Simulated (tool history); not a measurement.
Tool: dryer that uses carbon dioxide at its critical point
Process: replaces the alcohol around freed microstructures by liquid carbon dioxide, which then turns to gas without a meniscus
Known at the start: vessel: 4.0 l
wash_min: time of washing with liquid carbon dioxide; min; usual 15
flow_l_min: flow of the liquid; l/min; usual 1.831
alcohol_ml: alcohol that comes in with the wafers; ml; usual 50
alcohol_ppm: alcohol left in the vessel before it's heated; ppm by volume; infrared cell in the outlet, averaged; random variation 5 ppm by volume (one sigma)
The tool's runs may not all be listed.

run	day	wash_min	flow_l_min	alcohol_ml	alcohol_ppm
1	0.000	15	1.831	50	18
2	0.254	15	1.831	50	35
3	0.683	15	2.200	50	21
4	1.162	15	1.100	50	249
5	1.617	15	1.100	50	245
6	1.988	15	1.831	50	36
7	2.558	15	1.831	50	25
8	3.058	15	1.831	50	42
9	3.550	15	1.831	50	37
10	3.796	15	1.831	50	35
11	4.229	15	1.831	40	39
12	4.575	15	1.831	40	31
13	4.933	15	1.831	50	39
14	5.500	15	1.831	50	36
15	5.954	20	1.831	50	25
16	6.367	20	1.831	50	15
17	6.692	15	1.831	50	38
18	7.221	15	1.831	50	38
19	7.629	15	1.831	50	53
20	8.200	15	1.831	50	45
21	8.458	15	1.831	50	55
22	8.708	15	1.831	50	49
23	9.133	15	1.831	50	49
24	9.454	15	1.831	50	52
25	9.979	11	1.831	43	145
26	10.425	10	1.831	42	205
27	10.979	10	1.831	42	202
28	11.346	10	1.831	42	197
29	11.921	10	1.831	42	215
30	12.267	21	1.460	22	29
31	12.583	21	1.460	22	43
32	12.862	21	1.180	109	132
33	13.383	23	2.190	118	34
34	13.850	10	1.831	50	264
35	14.462	14	1.530	29	96
36	14.896	13	1.560	50	180
37	15.333	13	1.560	50	176
38	15.825	21	2.890	59	44
39	16.188	12	1.710	58	195
40	16.450	12	1.710	58	201

4 ways to go on from here, each from the tool as it stands after run 40. What would each give?
A	16.875	16	1.831	50	?
B	16.875	15	1.831	100	?
C	16.875	15	1.831	23	?
D	16.875	12	1.270	58	?

run	alcohol_ppm
A	59
B	100
C	51
D	513
Without the tool's hidden state the same runs would have given:
run	alcohol_ppm
A	11
B	31
C	8
D	323
